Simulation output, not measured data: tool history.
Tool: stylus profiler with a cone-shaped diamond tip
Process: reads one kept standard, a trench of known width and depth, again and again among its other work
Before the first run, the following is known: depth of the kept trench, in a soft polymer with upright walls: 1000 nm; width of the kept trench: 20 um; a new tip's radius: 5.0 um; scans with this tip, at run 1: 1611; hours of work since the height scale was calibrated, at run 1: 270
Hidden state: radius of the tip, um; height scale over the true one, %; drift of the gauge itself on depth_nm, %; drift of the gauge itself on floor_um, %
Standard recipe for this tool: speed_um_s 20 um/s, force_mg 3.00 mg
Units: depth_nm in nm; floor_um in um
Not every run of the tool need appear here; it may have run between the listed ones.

run	hour	speed_um_s	force_mg	scans with this tip	hours of work since the height scale was calibrated	depth_nm	floor_um
1	0.0	20	3.00	1611	270	1015.54	13.52
2	37.1	20	3.00	1751	294	1015.43	13.43
3	74.2	20	3.00	1892	317	1015.36	13.44
4	102.8	20	3.00	2000	335	1015.43	13.45
5	138.9	20	3.00	2137	358	1015.17	13.40
6	168.8	9	3.00	2250	377	1015.30	13.41
7	205.5	9	3.00	2389	401	1015.15	13.42
# hour 208.3: height scale calibrated on a step standard
8	228.9	7	3.50	2476	13	1016.68	13.42
9	247.8	11	1.18	2547	25	1007.71	13.36
10	285.3	51	1.18	2689	49	1007.38	13.03
11	314.5	17	2.42	2800	67	1012.77	13.29
12	331.6	17	2.42	2864	78	1012.92	13.25
13	353.1	21	7.62	2946	92	1028.72	13.27

Here are 5 independent what-if runs from the current tool condition. What would each one return?
# hour 356.4: height scale calibrated on a step standard, once more
A	386.8	45	2.83	3071	19	?	?
# hour 356.4: height scale calibrated on a step standard, once more
B	386.8	15	2.25	3071	19	?	?
# hour 356.4: height scale calibrated on a step standard, once more
C	386.8	62	7.62	3071	19	?	?
# hour 356.4: height scale calibrated on a step standard, once more
D	386.8	6	1.60	3071	19	?	?
# hour 356.4: height scale calibrated on a step standard, once more
E	386.8	16	1.61	3071	19	?	?

run	depth_nm	floor_um
A	1014.95	13.08
B	1012.89	13.22
C	1029.55	13.18
D	1009.89	13.28
E	1009.92	13.19
With the hidden condition removed and each run's random variation left untouched, the same runs would have given:
run	depth_nm	floor_um
A	1015.32	13.75
B	1013.26	13.90
C	1029.93	13.85
D	1010.26	13.95
E	1010.29	13.86
